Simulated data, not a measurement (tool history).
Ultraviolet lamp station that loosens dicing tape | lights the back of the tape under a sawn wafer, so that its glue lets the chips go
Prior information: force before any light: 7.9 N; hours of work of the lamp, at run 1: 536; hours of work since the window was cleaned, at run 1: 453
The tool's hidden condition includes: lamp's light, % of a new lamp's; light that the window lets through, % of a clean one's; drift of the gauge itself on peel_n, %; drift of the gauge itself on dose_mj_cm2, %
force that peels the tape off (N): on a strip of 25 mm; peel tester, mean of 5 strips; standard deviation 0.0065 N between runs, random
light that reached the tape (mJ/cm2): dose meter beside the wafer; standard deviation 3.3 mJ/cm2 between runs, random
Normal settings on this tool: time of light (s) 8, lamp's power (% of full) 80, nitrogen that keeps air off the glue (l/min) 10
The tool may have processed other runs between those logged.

run	hour	time of light (s)	lamp's power (% of full)	nitrogen that keeps air off the glue (l/min)	hours of work of the lamp	hours of work since the window was cleaned	force that peels the tape off (N)	light that reached the tape (mJ/cm2)
1	0	8	80	10	536	453	0.289	424
2	27.9	8	80	10	553	470	0.299	426
3	53	8	80	10	567	485	0.309	425
4	83.2	8	80	10	585	503	0.31	421
# hour 95.2: window cleaned of glue's vapour
5	121.4	8	80	10	608	16	0.283	444
6	142.8	5	80	10	620	28	0.778	276
7	169.4	9	80	5	636	44	0.39	498
8	191	9	80	7	649	57	0.295	497
9	210.4	8	88	3	660	68	0.651	479
10	233.8	4	63	13	674	82	1.542	169
11	262.6	11	80	17	691	99	0.158	591

Consider 5 possible next runs. They are alternatives, not a sequence: every one starts from the tool as it was left by run 11. What does each give?
A	281.9	4	84	3	703	111	?	?
B	281.9	6	89	6	703	111	?	?
C	281.9	10	74	10	703	111	?	?
D	281.9	15	80	9	703	111	?	?
E	281.9	8	86	5	703	111	?	?

run	force that peels the tape off (N)	light that reached the tape (mJ/cm2)
A	2.333	228
B	0.655	360
C	0.229	490
D	0.15	799
E	0.461	461
Stripped of hidden state, with their random variation kept, the same runs would have yielded:
run	force that peels the tape off (N)	light that reached the tape (mJ/cm2)
A	1.767	281
B	0.413	444
C	0.172	606
D	0.144	987
E	0.292	569
